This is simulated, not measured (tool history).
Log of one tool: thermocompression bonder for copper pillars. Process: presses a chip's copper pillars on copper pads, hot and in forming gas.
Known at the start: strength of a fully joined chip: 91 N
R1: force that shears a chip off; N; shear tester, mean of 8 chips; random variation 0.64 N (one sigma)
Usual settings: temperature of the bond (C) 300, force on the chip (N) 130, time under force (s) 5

Run 1, day 0.000: usual settings. Result: R1 37.4 N.
Run 2, day 1.292: usual settings. Result: R1 35.8 N.
Run 3, day 2.829: usual settings. Result: R1 35.8 N.
Run 4, day 4.208: usual settings but temperature of the bond (C) 315. Result: R1 42.4 N.
Run 5, day 5.600: usual settings but temperature of the bond (C) 315. Result: R1 42.3 N.
Run 6, day 6.588: usual settings but temperature of the bond (C) 315. Result: R1 42.2 N.
Run 7, day 7.383: usual settings but temperature of the bond (C) 315. Result: R1 43.2 N.
Run 8, day 8.496: usual settings but temperature of the bond (C) 315. Result: R1 41.6 N.
At day 9.733: forming gas filter changed.
Run 9, day 9.733: usual settings but temperature of the bond (C) 315. Result: R1 45.1 N.
Run 10, day 11.175: usual settings but temperature of the bond (C) 315. Result: R1 43.3 N.
Run 11, day 12.562: usual settings but temperature of the bond (C) 315. Result: R1 43.2 N.
Run 12, day 14.221: usual settings but time under force (s) 7. Result: R1 39.4 N.
Run 13, day 15.012: usual settings but time under force (s) 7. Result: R1 39.5 N.
Run 14, day 15.758: usual settings but temperature of the bond (C) 302. Result: R1 34.4 N.
Run 15, day 17.296: usual settings but temperature of the bond (C) 302. Result: R1 34.6 N.
Run 16, day 18.267: usual settings but temperature of the bond (C) 298, force on the chip (N) 128, time under force (s) 13. Result: R1 44.5 N.
Run 17, day 19.858: usual settings but temperature of the bond (C) 282, force on the chip (N) 124, time under force (s) 3. Result: R1 18.6 N.
At day 20.088: heater calibrated with a thermocouple chip.
At day 20.467: forming gas filter changed.
Run 18, day 20.708: usual settings but temperature of the bond (C) 272, force on the chip (N) 170. Result: R1 28.8 N.
Run 19, day 21.500: usual settings but temperature of the bond (C) 317. Result: R1 42.9 N.
Run 20, day 23.050: usual settings but temperature of the bond (C) 327, force on the chip (N) 170, time under force (s) 8. Result: R1 65.3 N.
Run 21, day 24.142: usual settings but temperature of the bond (C) 327, force on the chip (N) 170, time under force (s) 8. Result: R1 65.8 N.
At day 25.600: heater calibrated with a thermocouple chip, once more.
Run 22, day 25.650: usual settings but temperature of the bond (C) 327, force on the chip (N) 170, time under force (s) 8. Result: R1 68.3 N.
Run 23, day 26.846: usual settings but force on the chip (N) 105, time under force (s) 4. Result: R1 26.5 N.
Run 24, day 27.892: usual settings but temperature of the bond (C) 283, force on the chip (N) 173, time under force (s) 14. Result: R1 51.5 N.
Run 25, day 28.829: usual settings but temperature of the bond (C) 283, force on the chip (N) 173, time under force (s) 14. Result: R1 51.2 N.
Run 26, day 30.104: usual settings but temperature of the bond (C) 275, force on the chip (N) 120, time under force (s) 7. Result: R1 25.5 N.

3 ways to go on from here, each from the tool as it stands after run 26. What would each give?
At day 31.242: forming gas filter changed.
Run A, day 31.654: usual settings but temperature of the bond (C) 280, force on the chip (N) 190, time under force (s) 7. Result: R1 ?.
At day 31.242: forming gas filter changed.
Run B, day 31.654: usual settings but temperature of the bond (C) 292, force on the chip (N) 120, time under force (s) 7. Result: R1 ?.
At day 31.242: forming gas filter changed.
Run C, day 31.654: usual settings but temperature of the bond (C) 296. Result: R1 ?.

run    R1
  A  45.1
  B  35.1
  C  34.9
Without the tool's hidden state the same runs would have given:
run    R1
  A  48.2
  B  37.8
  C  37.6
